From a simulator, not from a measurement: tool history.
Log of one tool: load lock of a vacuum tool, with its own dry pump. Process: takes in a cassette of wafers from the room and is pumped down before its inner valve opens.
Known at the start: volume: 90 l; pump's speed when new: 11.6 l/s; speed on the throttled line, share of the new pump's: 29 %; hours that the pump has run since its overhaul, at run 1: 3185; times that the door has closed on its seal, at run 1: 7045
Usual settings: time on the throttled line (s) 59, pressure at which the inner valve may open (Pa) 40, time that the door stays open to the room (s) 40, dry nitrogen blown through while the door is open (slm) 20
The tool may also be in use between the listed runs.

run    hour  time on the throttled line (s)  pressure at which the inner valve may open (Pa)  time that the door stays open to the room (s)  dry nitrogen blown through while the door is open (slm)  hours that the pump has run since its overhaul  times that the door has closed on its seal  incoming humidity of the room's air, %  time from the closed door until the inner valve may open (s)  rise of the pressure with all valves shut (Pa/min)
  1       0                              59                                               40                                             40                                                       20                                            3185                                        7045                                    43.4                                                         103.6                                               0.014
  2   430.9                              59                                               40                                             40                                                       20                                            3616                                        7620                                    49.9                                                         102.3                                               0.015
  3   721.6                              59                                               40                                             40                                                        4                                            3907                                        8008                                    46.1                                                         102.8                                               0.025
  4  1069.2                              59                                               62                                             40                                                        4                                            4255                                        8471                                    48.7                                                            99                                               0.025
  5  1398.2                              59                                               40                                             40                                                       20                                            4584                                        8910                                    39.6                                                         103.3                                               0.011
  6  1687.1                              59                                               40                                             40                                                       20                                            4872                                        9296                                    46.5                                                         103.4                                               0.022
  7  2003.3                              59                                               40                                             40                                                       20                                            5189                                        9718                                    41.1                                                         103.1                                               0.019
  8    2199                              59                                               40                                             82                                                       20                                            5384                                        9979                                    41.8                                                         102.7                                               0.023
  9  2404.5                              59                                               40                                             82                                                       20                                            5590                                       10253                                    41.9                                                         103.6                                               0.019
 10    2852                              59                                               40                                             40                                                       20                                            6037                                       10850                                    48.7                                                           103                                               0.018
 11  3042.8                              59                                               40                                             40                                                       20                                            6228                                       11105                                    45.3                                                           102                                               0.015
 12  3274.5                              59                                               40                                             40                                                       20                                            6460                                       11414                                    46.1                                                         103.6                                               0.013
 13  3624.6                              59                                               40                                             40                                                       20                                            6810                                       11881                                    44.6                                                         101.7                                               0.017
 14    4052                              59                                               40                                             40                                                       20                                            7237                                       12451                                    45.2                                                         103.7                                               0.019
 15  4521.9                              59                                               40                                             40                                                       20                                            7707                                       13078                                    44.5                                                         103.3                                               0.016
 16  4820.8                              59                                               40                                             40                                                       27                                            8006                                       13477                                    41.4                                                         102.7                                               0.009
 17  5210.1                              59                                               41                                             40                                                       20                                            8395                                       13996                                    45.9                                                           104                                               0.017
 18  5620.5                              59                                               41                                             40                                                       20                                            8806                                       14544                                    44.3                                                         103.5                                               0.013
 19  5928.6                              57                                               43                                             40                                                        5                                            9114                                       14955                                    43.9                                                         101.2                                               0.025
 20  6305.2                              59                                               40                                             40                                                       42                                            9491                                       15457                                    47.4                                                         103.7                                               0.008
 21  6675.6                              72                                               80                                            196                                                        6                                            9861                                       15951                                    46.4                                                         106.8                                               0.042
 22  7067.8                              72                                               80                                            196                                                        6                                           10253                                       16475                                    45.5                                                           107                                                0.04
 23  7452.5                              59                                               32                                             40                                                       34                                           10638                                       16988                                    44.6                                                         104.6                                               0.014
 24  7741.3                              35                                               40                                             30                                                        9                                           10927                                       17373                                    46.2                                                          86.8                                               0.021
 25  8159.8                              59                                               46                                             41                                                        7                                           11345                                       17932                                    45.1                                                         103.2                                               0.027
 26  8388.3                              40                                               40                                             40                                                       20                                           11574                                       18237                                    44.9                                                          89.4                                               0.019
 27  8795.2                              59                                               61                                             35                                                       20                                           11981                                       18779                                    44.4                                                          99.4                                               0.017
 28  9095.4                              92                                               40                                             40                                                       18                                           12281                                       19180                                    45.7                                                         126.7                                               0.024
 29  9533.4                              88                                               40                                             40                                                        5                                           12719                                       19764                                    42.3                                                         122.4                                               0.023

Forecast each of these 4 alternatives for the next run:
  A  9747.7                              88                                               40                                             95                                                        5                                           12933                                       20050                                    45.2                                                             ?                                                   ?
  B  9747.7                              59                                               78                                             70                                                       20                                           12933                                       20050                                    45.1                                                             ?                                                   ?
  C  9747.7                              31                                               62                                             64                                                        5                                           12933                                       20050                                    47.8                                                             ?                                                   ?
  D  9747.7                             116                                               40                                             41                                                       14                                           12933                                       20050                                    43.4                                                             ?                                                   ?

run  time from the closed door until the inner valve may open (s)  rise of the pressure with all valves shut (Pa/min)
  A                                                         123.4                                               0.036
  B                                                          98.2                                               0.019
  C                                                          79.2                                                0.03
  D                                                         144.7                                               0.021
Without the tool's hidden state the same runs would have given:
run  time from the closed door until the inner valve may open (s)  rise of the pressure with all valves shut (Pa/min)
  A                                                         123.4                                               0.035
  B                                                          98.2                                               0.019
  C                                                          79.2                                               0.029
  D                                                         144.7                                               0.021
